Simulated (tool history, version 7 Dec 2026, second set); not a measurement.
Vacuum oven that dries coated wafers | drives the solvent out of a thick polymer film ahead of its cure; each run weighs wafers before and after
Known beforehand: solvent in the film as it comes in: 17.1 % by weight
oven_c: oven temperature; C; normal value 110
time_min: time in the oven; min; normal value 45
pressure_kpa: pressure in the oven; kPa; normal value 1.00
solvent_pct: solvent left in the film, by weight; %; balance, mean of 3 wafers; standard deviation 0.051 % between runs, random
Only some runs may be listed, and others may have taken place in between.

run,hour,oven_c,time_min,pressure_kpa,solvent_pct
1,0.0,110,45,1.00,1.70
2,64.8,110,45,1.00,1.74
3,134.3,110,25,1.00,3.41
4,209.7,110,45,1.19,1.88
5,282.0,110,45,1.00,1.69
6,345.2,100,45,1.00,3.46
# hour 363.7: oven's thermocouples calibrated
7,396.9,100,45,1.00,3.09
8,448.7,100,45,1.00,3.11
9,531.9,110,45,1.00,1.50
# hour 537.8: vacuum gauge cleaned of residue and calibrated
10,611.5,110,45,1.00,1.62
11,700.4,110,23,3.22,4.62
# hour 739.4: vacuum gauge cleaned of residue and calibrated, once more
12,777.6,110,77,3.22,1.68
13,841.2,99,42,2.44,3.98
14,880.4,98,42,2.44,4.27
15,959.8,121,45,2.36,1.02
16,1024.1,114,45,2.36,1.41
17,1092.5,117,41,0.84,0.68

Run 18, settings as shown, results not yet in. Your forecast:
18,1161.5,117,41,0.84,?

{"run 18": {"solvent_pct": 0.71}}
With no hidden state in the tool, this same run would have given solvent_pct 0.63 %.

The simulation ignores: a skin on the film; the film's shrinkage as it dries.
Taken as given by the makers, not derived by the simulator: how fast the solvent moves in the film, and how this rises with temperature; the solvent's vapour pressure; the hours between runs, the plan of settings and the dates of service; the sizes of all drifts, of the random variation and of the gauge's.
